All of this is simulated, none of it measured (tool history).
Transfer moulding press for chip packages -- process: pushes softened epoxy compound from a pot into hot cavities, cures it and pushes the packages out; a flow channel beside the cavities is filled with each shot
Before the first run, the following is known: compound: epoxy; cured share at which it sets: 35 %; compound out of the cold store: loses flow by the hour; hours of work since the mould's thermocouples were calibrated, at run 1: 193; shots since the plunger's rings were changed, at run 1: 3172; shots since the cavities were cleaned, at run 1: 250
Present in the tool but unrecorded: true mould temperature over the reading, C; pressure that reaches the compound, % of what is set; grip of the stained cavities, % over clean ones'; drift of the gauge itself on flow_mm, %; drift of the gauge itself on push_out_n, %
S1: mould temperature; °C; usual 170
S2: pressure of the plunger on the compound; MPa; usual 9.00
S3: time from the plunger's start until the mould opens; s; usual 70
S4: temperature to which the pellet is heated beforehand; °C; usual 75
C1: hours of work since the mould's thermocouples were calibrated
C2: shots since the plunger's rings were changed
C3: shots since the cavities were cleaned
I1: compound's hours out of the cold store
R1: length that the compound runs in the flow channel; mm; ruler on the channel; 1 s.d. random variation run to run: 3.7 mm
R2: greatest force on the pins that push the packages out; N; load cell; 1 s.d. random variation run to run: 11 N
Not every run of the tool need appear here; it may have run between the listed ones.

run	day	S1	S2	S3	S4	C1	C2	C3	I1	R1	R2
1	0.000	170	9.00	70	75	193	3172	250	42.0	614	614
# day 1.262: cavities cleaned with cleaning compound and waxed
# day 2.146: plunger's sealing rings changed
2	2.650	170	9.00	70	75	222	147	373	9.9	756	716
# day 3.538: cavities cleaned with cleaning compound and waxed
3	4.942	175	9.00	70	75	247	794	408	36.5	641	641
# day 5.662: cavities cleaned with cleaning compound and waxed
4	7.008	175	9.00	70	75	270	1375	391	8.9	729	632
# day 7.854: cavities cleaned with cleaning compound and waxed
5	9.500	175	9.00	70	75	298	2080	477	26.2	661	635
# day 10.129: cavities cleaned with cleaning compound and waxed
6	10.850	175	9.00	70	75	312	2454	210	35.6	624	580
# day 12.233: cavities cleaned with cleaning compound and waxed
7	12.446	175	9.00	70	75	330	2899	61	46.9	587	471
8	13.704	175	9.00	70	75	344	3264	426	9.0	716	664
# day 14.446: cavities cleaned with cleaning compound and waxed
# day 15.467: plunger's sealing rings changed
9	15.700	170	9.00	70	75	365	67	334	36.5	660	663
# day 16.667: cavities cleaned with cleaning compound and waxed
10	16.862	170	9.00	70	84	377	386	56	26.4	694	514
11	18.567	177	9.00	70	84	397	881	551	27.2	661	634
# day 18.858: cavities cleaned with cleaning compound and waxed
12	20.750	177	9.00	70	84	421	1497	549	38.1	621	645
# day 20.946: cavities cleaned with cleaning compound and waxed
13	22.283	172	8.76	80	67	438	1924	388	13.6	712	630
# day 23.046: cavities cleaned with cleaning compound and waxed
# day 25.121: cavities cleaned with cleaning compound and waxed
14	25.121	172	8.76	80	67	469	2711	0	17.5	684	429
# day 25.433: mould's thermocouples calibrated
# day 27.400: cavities cleaned with cleaning compound and waxed
15	27.700	176	8.76	58	67	25	3417	86	24.9	649	584
# day 28.921: plunger's sealing rings changed
# day 29.604: cavities cleaned with cleaning compound and waxed
16	30.546	176	8.76	58	67	56	453	274	31.7	646	708
# day 31.854: cavities cleaned with cleaning compound and waxed
17	33.296	170	7.56	64	75	86	1233	418	40.6	581	793
# day 33.967: cavities cleaned with cleaning compound and waxed
18	34.875	170	7.30	70	75	104	1673	263	32.0	598	631
# day 36.054: cavities cleaned with cleaning compound and waxed
19	36.279	170	7.30	70	75	119	2063	66	26.8	608	551
# day 38.212: cavities cleaned with cleaning compound and waxed
20	39.050	178	7.23	70	66	150	2848	243	46.5	523	558
# day 40.333: cavities cleaned with cleaning compound and waxed
21	41.717	175	9.95	68	82	179	3605	403	28.0	674	647
# day 42.225: plunger's sealing rings changed
# day 42.533: cavities cleaned with cleaning compound and waxed
22	43.704	176	9.00	70	68	200	411	340	31.3	660	572

4 ways to go on from here, each from the tool as it stands after run 22. What would each give?
# day 44.696: cavities cleaned with cleaning compound and waxed
A	44.971	175	9.00	51	69	214	760	80	31.5	?	?
# day 44.696: cavities cleaned with cleaning compound and waxed
B	44.971	176	9.00	70	78	214	760	80	25.3	?	?
# day 44.696: cavities cleaned with cleaning compound and waxed
C	44.971	176	10.51	83	68	214	760	80	24.2	?	?
# day 44.696: cavities cleaned with cleaning compound and waxed
D	44.971	170	9.00	90	65	214	760	80	8.4	?	?

run	R1	R2
A	653	743
B	673	459
C	738	483
D	746	483
Had the tool no hidden state, the same runs would have come out as:
run	R1	R2
A	662	664
B	682	407
C	748	428
D	757	428
